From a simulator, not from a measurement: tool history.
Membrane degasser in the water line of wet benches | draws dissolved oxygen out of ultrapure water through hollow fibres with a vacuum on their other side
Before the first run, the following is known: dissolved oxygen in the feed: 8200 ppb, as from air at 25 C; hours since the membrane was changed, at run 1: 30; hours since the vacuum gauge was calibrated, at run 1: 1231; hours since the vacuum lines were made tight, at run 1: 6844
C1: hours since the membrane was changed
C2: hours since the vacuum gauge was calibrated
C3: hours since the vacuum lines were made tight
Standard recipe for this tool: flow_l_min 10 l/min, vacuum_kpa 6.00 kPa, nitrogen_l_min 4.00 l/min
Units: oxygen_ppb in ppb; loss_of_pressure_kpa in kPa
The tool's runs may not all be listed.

{"run": 1, "day": 0.0, "flow_l_min": 10, "vacuum_kpa": 6.0, "nitrogen_l_min": 4.0, "C1": 30, "C2": 1231, "C3": 6844, "oxygen_ppb": 173.1, "loss_of_pressure_kpa": 57.37}
{"run": 2, "day": 6.125, "flow_l_min": 10, "vacuum_kpa": 4.42, "nitrogen_l_min": 4.0, "C1": 177, "C2": 1378, "C3": 6991, "oxygen_ppb": 163.2, "loss_of_pressure_kpa": 57.3}
{"run": 3, "day": 10.683, "flow_l_min": 10, "vacuum_kpa": 6.0, "nitrogen_l_min": 4.0, "C1": 286, "C2": 1487, "C3": 7101, "oxygen_ppb": 171.4, "loss_of_pressure_kpa": 56.77}
{"run": 4, "day": 14.521, "flow_l_min": 14, "vacuum_kpa": 6.0, "nitrogen_l_min": 4.0, "C1": 378, "C2": 1579, "C3": 7193, "oxygen_ppb": 297.7, "loss_of_pressure_kpa": 80.57}
{"run": 5, "day": 18.179, "flow_l_min": 14, "vacuum_kpa": 6.0, "nitrogen_l_min": 4.0, "C1": 466, "C2": 1667, "C3": 7281, "oxygen_ppb": 298.7, "loss_of_pressure_kpa": 80.07}
{"run": 6, "day": 23.942, "flow_l_min": 14, "vacuum_kpa": 6.0, "nitrogen_l_min": 4.0, "C1": 604, "C2": 1805, "C3": 7419, "oxygen_ppb": 301.1, "loss_of_pressure_kpa": 80.42}
{"run": 7, "day": 30.183, "flow_l_min": 14, "vacuum_kpa": 6.0, "nitrogen_l_min": 4.0, "C1": 754, "C2": 1955, "C3": 7569, "oxygen_ppb": 297.0, "loss_of_pressure_kpa": 80.3}
{"run": 8, "day": 35.375, "flow_l_min": 10, "vacuum_kpa": 6.0, "nitrogen_l_min": 4.0, "C1": 879, "C2": 2080, "C3": 7693, "oxygen_ppb": 176.9, "loss_of_pressure_kpa": 57.64}
{"run": 9, "day": 38.292, "flow_l_min": 10, "vacuum_kpa": 8.93, "nitrogen_l_min": 4.0, "C1": 949, "C2": 2150, "C3": 7763, "oxygen_ppb": 195.2, "loss_of_pressure_kpa": 57.43}
{"run": 10, "day": 41.596, "flow_l_min": 10, "vacuum_kpa": 8.93, "nitrogen_l_min": 4.0, "C1": 1028, "C2": 2229, "C3": 7843, "oxygen_ppb": 195.7, "loss_of_pressure_kpa": 58.0}
{"run": 11, "day": 47.15, "flow_l_min": 10, "vacuum_kpa": 8.93, "nitrogen_l_min": 4.0, "C1": 1161, "C2": 2362, "C3": 7976, "oxygen_ppb": 195.8, "loss_of_pressure_kpa": 57.46}
{"run": 12, "day": 52.792, "flow_l_min": 10, "vacuum_kpa": 8.93, "nitrogen_l_min": 4.0, "C1": 1297, "C2": 2498, "C3": 8111, "oxygen_ppb": 197.6, "loss_of_pressure_kpa": 57.54}
{"run": 13, "day": 58.583, "flow_l_min": 7, "vacuum_kpa": 6.0, "nitrogen_l_min": 4.0, "C1": 1436, "C2": 2637, "C3": 8250, "oxygen_ppb": 94.5, "loss_of_pressure_kpa": 40.32}
{"run": 14, "day": 61.762, "flow_l_min": 8, "vacuum_kpa": 5.0, "nitrogen_l_min": 4.0, "C1": 1512, "C2": 2713, "C3": 8327, "oxygen_ppb": 116.3, "loss_of_pressure_kpa": 45.8}
{"day": 62.271, "done": "vacuum gauge calibrated"}
{"run": 15, "day": 67.288, "flow_l_min": 8, "vacuum_kpa": 5.0, "nitrogen_l_min": 3.27, "C1": 1644, "C2": 120, "C3": 8459, "oxygen_ppb": 116.5, "loss_of_pressure_kpa": 45.98}
{"run": 16, "day": 73.433, "flow_l_min": 15, "vacuum_kpa": 13.77, "nitrogen_l_min": 4.0, "C1": 1792, "C2": 268, "C3": 8606, "oxygen_ppb": 410.0, "loss_of_pressure_kpa": 86.54}
{"run": 17, "day": 78.133, "flow_l_min": 7, "vacuum_kpa": 5.15, "nitrogen_l_min": 4.0, "C1": 1904, "C2": 381, "C3": 8719, "oxygen_ppb": 91.2, "loss_of_pressure_kpa": 40.59}
{"run": 18, "day": 81.554, "flow_l_min": 7, "vacuum_kpa": 5.15, "nitrogen_l_min": 4.0, "C1": 1987, "C2": 463, "C3": 8801, "oxygen_ppb": 90.8, "loss_of_pressure_kpa": 40.68}
{"run": 19, "day": 84.883, "flow_l_min": 7, "vacuum_kpa": 5.15, "nitrogen_l_min": 4.0, "C1": 2066, "C2": 543, "C3": 8881, "oxygen_ppb": 92.4, "loss_of_pressure_kpa": 40.84}
{"run": 20, "day": 89.575, "flow_l_min": 10, "vacuum_kpa": 6.0, "nitrogen_l_min": 3.75, "C1": 2179, "C2": 655, "C3": 8994, "oxygen_ppb": 180.2, "loss_of_pressure_kpa": 58.17}
{"run": 21, "day": 94.033, "flow_l_min": 10, "vacuum_kpa": 8.95, "nitrogen_l_min": 9.01, "C1": 2286, "C2": 762, "C3": 9101, "oxygen_ppb": 176.8, "loss_of_pressure_kpa": 57.98}
{"day": 98.858, "done": "vacuum gauge calibrated, once more"}
{"run": 22, "day": 99.679, "flow_l_min": 10, "vacuum_kpa": 4.4, "nitrogen_l_min": 1.62, "C1": 2421, "C2": 20, "C3": 9236, "oxygen_ppb": 181.2, "loss_of_pressure_kpa": 58.06}
{"run": 23, "day": 104.354, "flow_l_min": 10, "vacuum_kpa": 3.62, "nitrogen_l_min": 4.0, "C1": 2533, "C2": 132, "C3": 9348, "oxygen_ppb": 169.9, "loss_of_pressure_kpa": 57.65}
{"run": 24, "day": 110.508, "flow_l_min": 10, "vacuum_kpa": 3.62, "nitrogen_l_min": 4.0, "C1": 2681, "C2": 280, "C3": 9495, "oxygen_ppb": 171.3, "loss_of_pressure_kpa": 57.95}

What if the next run were any one of these 3? Each begins from the tool's condition after run 24:
{"run": "A", "day": 114.912, "flow_l_min": 10, "vacuum_kpa": 10.35, "nitrogen_l_min": 4.0, "C1": 2787, "C2": 385, "C3": 9601, "oxygen_ppb": "?", "loss_of_pressure_kpa": "?"}
{"run": "B", "day": 114.912, "flow_l_min": 9, "vacuum_kpa": 8.19, "nitrogen_l_min": 9.01, "C1": 2787, "C2": 385, "C3": 9601, "oxygen_ppb": "?", "loss_of_pressure_kpa": "?"}
{"run": "C", "day": 114.912, "flow_l_min": 10, "vacuum_kpa": 3.62, "nitrogen_l_min": 4.31, "C1": 2787, "C2": 385, "C3": 9601, "oxygen_ppb": "?", "loss_of_pressure_kpa": "?"}

run=A oxygen_ppb=208.9 loss_of_pressure_kpa=57.58
run=B oxygen_ppb=148.1 loss_of_pressure_kpa=52.71
run=C oxygen_ppb=168.4 loss_of_pressure_kpa=58.16
Without the tool's unlogged condition, the same runs would have read:
run=A oxygen_ppb=194.1 loss_of_pressure_kpa=56.46
run=B oxygen_ppb=136.7 loss_of_pressure_kpa=51.69
run=C oxygen_ppb=155.8 loss_of_pressure_kpa=57.03
